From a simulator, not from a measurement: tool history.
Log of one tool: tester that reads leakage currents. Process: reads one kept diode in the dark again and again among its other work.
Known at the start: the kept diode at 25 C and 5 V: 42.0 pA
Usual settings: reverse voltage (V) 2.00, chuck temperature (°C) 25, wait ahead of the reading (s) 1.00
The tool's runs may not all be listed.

run,hour,reverse voltage (V),chuck temperature (°C),wait ahead of the reading (s),current that the tester gives (pA)
1,0.0,2.00,25,1.00,33.49
2,33.3,3.96,25,1.00,42.75
3,82.0,10.31,25,1.00,61.70
# hour 112.5: chuck's temperature calibrated
4,117.0,10.31,25,1.00,59.66
5,182.2,2.00,25,1.00,32.54
6,216.2,2.00,25,1.00,32.50
7,253.0,2.00,25,1.00,32.51
8,306.8,2.00,25,1.00,32.54
9,337.6,2.00,25,1.00,32.66
10,397.9,2.00,25,1.00,32.65
11,457.2,2.00,25,5.17,32.60
12,486.6,2.00,31,1.65,52.70
13,516.2,2.00,23,1.00,27.97

Run 14 comes next. What will it give?
14,556.0,2.00,25,1.00,?

{"run 14": {"current that the tester gives (pA)": 32.85}}
Without the tool's hidden state the same run would have given current that the tester gives (pA) 31.24.
